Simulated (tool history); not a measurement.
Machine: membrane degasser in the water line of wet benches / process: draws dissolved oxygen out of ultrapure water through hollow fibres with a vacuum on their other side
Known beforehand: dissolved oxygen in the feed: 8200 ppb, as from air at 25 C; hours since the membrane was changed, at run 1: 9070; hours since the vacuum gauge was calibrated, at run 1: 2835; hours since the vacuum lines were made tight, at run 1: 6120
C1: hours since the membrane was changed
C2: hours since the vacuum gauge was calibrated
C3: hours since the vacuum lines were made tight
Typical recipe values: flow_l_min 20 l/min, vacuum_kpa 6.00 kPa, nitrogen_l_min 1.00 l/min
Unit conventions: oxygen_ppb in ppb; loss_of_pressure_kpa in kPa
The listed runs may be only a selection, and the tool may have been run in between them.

{"run": 1, "hour": 0.0, "flow_l_min": 20, "vacuum_kpa": 6.0, "nitrogen_l_min": 1.0, "C1": 9070, "C2": 2835, "C3": 6120, "oxygen_ppb": 130.7, "loss_of_pressure_kpa": 55.05}
{"run": 2, "hour": 252.6, "flow_l_min": 20, "vacuum_kpa": 6.0, "nitrogen_l_min": 1.0, "C1": 9323, "C2": 3088, "C3": 6373, "oxygen_ppb": 131.4, "loss_of_pressure_kpa": 55.38}
{"run": 3, "hour": 389.8, "flow_l_min": 20, "vacuum_kpa": 6.0, "nitrogen_l_min": 1.0, "C1": 9460, "C2": 3225, "C3": 6510, "oxygen_ppb": 128.0, "loss_of_pressure_kpa": 55.54}
{"run": 4, "hour": 680.0, "flow_l_min": 29, "vacuum_kpa": 6.0, "nitrogen_l_min": 1.0, "C1": 9750, "C2": 3515, "C3": 6800, "oxygen_ppb": 200.9, "loss_of_pressure_kpa": 80.42}
{"run": 5, "hour": 945.3, "flow_l_min": 29, "vacuum_kpa": 6.0, "nitrogen_l_min": 1.0, "C1": 10015, "C2": 3781, "C3": 7065, "oxygen_ppb": 199.9, "loss_of_pressure_kpa": 80.76}
{"run": 6, "hour": 1209.5, "flow_l_min": 29, "vacuum_kpa": 6.0, "nitrogen_l_min": 1.0, "C1": 10280, "C2": 4045, "C3": 7330, "oxygen_ppb": 198.9, "loss_of_pressure_kpa": 80.92}
{"run": 7, "hour": 1497.3, "flow_l_min": 29, "vacuum_kpa": 6.0, "nitrogen_l_min": 1.0, "C1": 10567, "C2": 4333, "C3": 7617, "oxygen_ppb": 198.3, "loss_of_pressure_kpa": 81.39}
{"run": 8, "hour": 1739.4, "flow_l_min": 29, "vacuum_kpa": 6.0, "nitrogen_l_min": 1.0, "C1": 10810, "C2": 4575, "C3": 7860, "oxygen_ppb": 198.6, "loss_of_pressure_kpa": 81.25}
{"run": 9, "hour": 1859.5, "flow_l_min": 29, "vacuum_kpa": 6.0, "nitrogen_l_min": 1.0, "C1": 10930, "C2": 4695, "C3": 7980, "oxygen_ppb": 201.3, "loss_of_pressure_kpa": 81.3}
{"hour": 1884.3, "done": "vacuum gauge calibrated"}
{"run": 10, "hour": 1994.3, "flow_l_min": 29, "vacuum_kpa": 6.0, "nitrogen_l_min": 1.0, "C1": 11064, "C2": 110, "C3": 8114, "oxygen_ppb": 201.1, "loss_of_pressure_kpa": 80.67}
{"run": 11, "hour": 2246.2, "flow_l_min": 29, "vacuum_kpa": 9.29, "nitrogen_l_min": 1.0, "C1": 11316, "C2": 362, "C3": 8366, "oxygen_ppb": 388.0, "loss_of_pressure_kpa": 81.7}
{"run": 12, "hour": 2424.8, "flow_l_min": 29, "vacuum_kpa": 9.29, "nitrogen_l_min": 1.0, "C1": 11494, "C2": 540, "C3": 8544, "oxygen_ppb": 389.7, "loss_of_pressure_kpa": 81.9}
{"run": 13, "hour": 2624.6, "flow_l_min": 29, "vacuum_kpa": 9.29, "nitrogen_l_min": 1.0, "C1": 11694, "C2": 740, "C3": 8744, "oxygen_ppb": 391.2, "loss_of_pressure_kpa": 82.46}
{"run": 14, "hour": 2815.8, "flow_l_min": 29, "vacuum_kpa": 9.29, "nitrogen_l_min": 1.0, "C1": 11885, "C2": 932, "C3": 8935, "oxygen_ppb": 392.2, "loss_of_pressure_kpa": 82.07}
{"run": 15, "hour": 2967.8, "flow_l_min": 14, "vacuum_kpa": 6.0, "nitrogen_l_min": 1.0, "C1": 12037, "C2": 1084, "C3": 9087, "oxygen_ppb": 90.3, "loss_of_pressure_kpa": 39.68}
{"run": 16, "hour": 3102.5, "flow_l_min": 14, "vacuum_kpa": 6.0, "nitrogen_l_min": 1.0, "C1": 12172, "C2": 1218, "C3": 9222, "oxygen_ppb": 89.3, "loss_of_pressure_kpa": 39.61}
{"run": 17, "hour": 3396.8, "flow_l_min": 15, "vacuum_kpa": 6.45, "nitrogen_l_min": 2.45, "C1": 12466, "C2": 1513, "C3": 9516, "oxygen_ppb": 49.5, "loss_of_pressure_kpa": 42.33}
{"run": 18, "hour": 3629.8, "flow_l_min": 19, "vacuum_kpa": 6.89, "nitrogen_l_min": 0.98, "C1": 12699, "C2": 1746, "C3": 9750, "oxygen_ppb": 162.4, "loss_of_pressure_kpa": 54.0}

Run 19, settings as shown, results not yet in. Your forecast:
{"run": 19, "hour": 3792.8, "flow_l_min": 18, "vacuum_kpa": 11.1, "nitrogen_l_min": 0.58, "C1": 12862, "C2": 1909, "C3": 9912, "oxygen_ppb": "?", "loss_of_pressure_kpa": "?"}

Logged for run 19: oxygen_ppb 500.0 ppb, loss_of_pressure_kpa 50.76 kPa.
Without the tool's hidden state the same run would have given oxygen_ppb 500.0 ppb, loss_of_pressure_kpa 49.66 kPa.

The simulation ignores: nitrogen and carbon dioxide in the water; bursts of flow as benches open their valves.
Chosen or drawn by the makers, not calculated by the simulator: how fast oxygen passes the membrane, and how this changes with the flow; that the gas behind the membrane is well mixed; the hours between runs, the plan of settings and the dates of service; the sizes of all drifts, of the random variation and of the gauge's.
